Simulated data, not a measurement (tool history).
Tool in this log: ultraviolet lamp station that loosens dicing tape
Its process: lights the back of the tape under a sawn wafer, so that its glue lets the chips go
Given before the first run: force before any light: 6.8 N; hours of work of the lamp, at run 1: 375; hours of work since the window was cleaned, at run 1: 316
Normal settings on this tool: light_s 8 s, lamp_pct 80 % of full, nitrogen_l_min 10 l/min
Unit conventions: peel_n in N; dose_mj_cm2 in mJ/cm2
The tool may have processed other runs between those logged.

run	day	light_s	lamp_pct	nitrogen_l_min	hours of work of the lamp	hours of work since the window was cleaned	peel_n	dose_mj_cm2
1	0.000	8	80	10	375	316	0.894	155
2	1.958	8	80	10	396	338	0.947	156
3	3.208	8	80	10	410	352	1.016	155
# day 5.371: window cleaned of glue's vapour
4	5.517	8	80	10	435	2	0.690	187
5	6.688	8	80	10	448	14	0.720	181
6	9.196	8	80	10	475	42	0.743	179
7	11.754	8	80	10	504	70	0.783	174
8	14.029	8	80	18	529	95	0.565	172
9	15.800	8	80	18	548	115	0.625	166
10	18.462	8	80	18	577	144	0.630	164
11	20.512	8	67	10	600	167	1.279	133
12	23.175	8	67	10	629	196	1.382	135
13	24.508	10	60	6	644	211	1.452	146
14	27.138	8	80	5	673	239	1.559	146
15	29.200	4	62	8	696	262	3.594	60
16	31.583	12	88	19	722	288	0.234	234
17	33.804	12	88	19	746	313	0.265	228
18	35.517	8	84	10	765	332	1.104	143
19	37.367	15	90	4	785	352	0.529	284

Subtracting, for every run, the result it would have given without the tool's unlogged condition from the measured result gives the following. The same run-to-run variation enters both numbers; the gauge's scatter may not:
What the log doesn't record here: lamp's light, % of a new lamp's; light that the window lets through, % of a clean one's; drift of the gauge itself on peel_n, %; drift of the gauge itself on dose_mj_cm2, %.
run	peel_n	dose_mj_cm2
1	+0.413	-53
2	+0.452	-55
3	+0.502	-58
4	+0.197	-30
5	+0.214	-31
6	+0.250	-35
7	+0.287	-40
8	+0.243	-43
9	+0.279	-45
10	+0.298	-50
11	+0.525	-44
12	+0.597	-47
13	+0.627	-55
14	+0.712	-63
15	+0.925	-26
16	+0.151	-115
17	+0.175	-119
18	+0.663	-79
19	+0.368	-162

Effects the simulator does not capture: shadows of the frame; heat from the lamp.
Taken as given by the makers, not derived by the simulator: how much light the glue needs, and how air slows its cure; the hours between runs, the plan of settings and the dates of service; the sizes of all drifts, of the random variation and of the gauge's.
